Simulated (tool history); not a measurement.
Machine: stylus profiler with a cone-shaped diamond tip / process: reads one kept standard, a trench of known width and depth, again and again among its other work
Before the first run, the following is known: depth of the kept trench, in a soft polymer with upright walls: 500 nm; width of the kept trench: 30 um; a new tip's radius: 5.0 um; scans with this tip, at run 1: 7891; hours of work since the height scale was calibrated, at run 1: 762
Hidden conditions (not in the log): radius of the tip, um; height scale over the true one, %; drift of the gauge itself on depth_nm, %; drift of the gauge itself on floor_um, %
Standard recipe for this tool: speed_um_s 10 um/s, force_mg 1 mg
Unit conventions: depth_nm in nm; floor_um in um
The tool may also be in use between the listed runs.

run   hour  speed_um_s  force_mg  scans with this tip  hours of work since the height scale was calibrated  depth_nm  floor_um
  1      0          10         1                 7891                                                  762     502.3     24.59
  2   12.7          10         1                 7987                                                  771    502.24     24.61
  3   29.1          10         1                 8111                                                  783    502.24     24.64
  4   43.7          10         1                 8221                                                  794    502.34     24.59
  5   56.4          10         1                 8316                                                  803    502.14     24.61
  6   72.1          10      0.45                 8435                                                  814    501.66     24.52
  7  102.1           8         1                 8661                                                  836     502.3     24.57
  8  132.9          10       0.9                 8893                                                  859    502.03     24.51
  9  161.7          10      0.37                 9110                                                  879    501.56     24.44
 10  179.2          11      0.37                 9242                                                  892    501.54     24.38
 11  196.4           3      1.39                 9371                                                  905    502.79      24.5
 12  211.9          14      0.47                 9488                                                  916    501.86     24.32
 13  230.5          23      0.49                 9628                                                  930    501.82     24.18

Some steps in depth_nm between neighbouring runs. How much of each would the tool show without its hidden state too (settings, what came in, random variation), and how much is left for the hidden state, with any gauge scatter that isn't in both results?
Run 6 -> 7: speed_um_s 10 -> 8, force_mg 0.45 -> 1. depth_nm +0.64 nm: hidden state +0.03, all else +0.61.
Run 10 -> 11: speed_um_s 11 -> 3, force_mg 0.37 -> 1.39. depth_nm +1.25 nm: hidden state +0.02, all else +1.23.
